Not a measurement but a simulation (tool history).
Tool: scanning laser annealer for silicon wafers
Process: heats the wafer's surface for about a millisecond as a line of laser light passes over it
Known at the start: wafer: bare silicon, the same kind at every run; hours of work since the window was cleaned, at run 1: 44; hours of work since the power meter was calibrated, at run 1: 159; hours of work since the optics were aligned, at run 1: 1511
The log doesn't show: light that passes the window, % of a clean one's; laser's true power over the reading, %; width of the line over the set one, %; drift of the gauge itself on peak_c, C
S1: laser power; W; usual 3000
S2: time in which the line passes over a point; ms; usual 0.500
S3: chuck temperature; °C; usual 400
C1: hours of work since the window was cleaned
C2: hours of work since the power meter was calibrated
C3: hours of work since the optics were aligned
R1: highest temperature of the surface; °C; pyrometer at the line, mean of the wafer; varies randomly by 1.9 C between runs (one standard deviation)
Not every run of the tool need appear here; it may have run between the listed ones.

run     day    S1     S2   S3  C1   C2    C3    R1
  1   0.000  3000  0.500  400  44  159  1511  1183
  2   0.988  3000  0.500  400  54  169  1521  1181
  3   1.521  3000  0.500  412  60  174  1526  1194
  4   2.612  3000  0.500  412  71  185  1538  1193
  5   3.167  3000  0.500  412  77  191  1543  1195
  6   3.967  3000  0.500  412  85  199  1551  1195
      4.138  -- window over the wafer cleaned
      4.850  -- optics aligned, line set to its width
  7   4.996  3000  0.585  412   7  207     1  1259
  8   5.950  3000  0.585  412  16  216    11  1261
  9   6.921  3000  0.454  400  26  226    21  1156
 10   7.383  3000  0.454  400  31  231    26  1156
 11   7.950  2766  0.454  380  37  237    32  1065
 12   8.838  2873  0.454  400  46  246    41  1116
 13   9.329  2873  0.454  400  51  251    46  1116
      9.779  -- window over the wafer cleaned, once more
 14  10.312  2873  0.454  400   5  260    55  1120

5 options for the next run, each taken on its own from the tool as it stands now. Forecast them:
  A  10.796  2873  0.505  400  10  265  60   ?
  B  10.796  2873  0.425  400  10  265  60   ?
  C  10.796  3000  0.500  426  10  265  60   ?
  D  10.796  2752  0.492  400  10  265  60   ?
  E  10.796  2995  0.405  400  10  265  60   ?

run    R1
  A  1155
  B  1099
  C  1216
  D  1107
  E  1122
Without the tool's hidden state the same runs would have given:
run    R1
  A  1157
  B  1102
  C  1219
  D  1110
  E  1125

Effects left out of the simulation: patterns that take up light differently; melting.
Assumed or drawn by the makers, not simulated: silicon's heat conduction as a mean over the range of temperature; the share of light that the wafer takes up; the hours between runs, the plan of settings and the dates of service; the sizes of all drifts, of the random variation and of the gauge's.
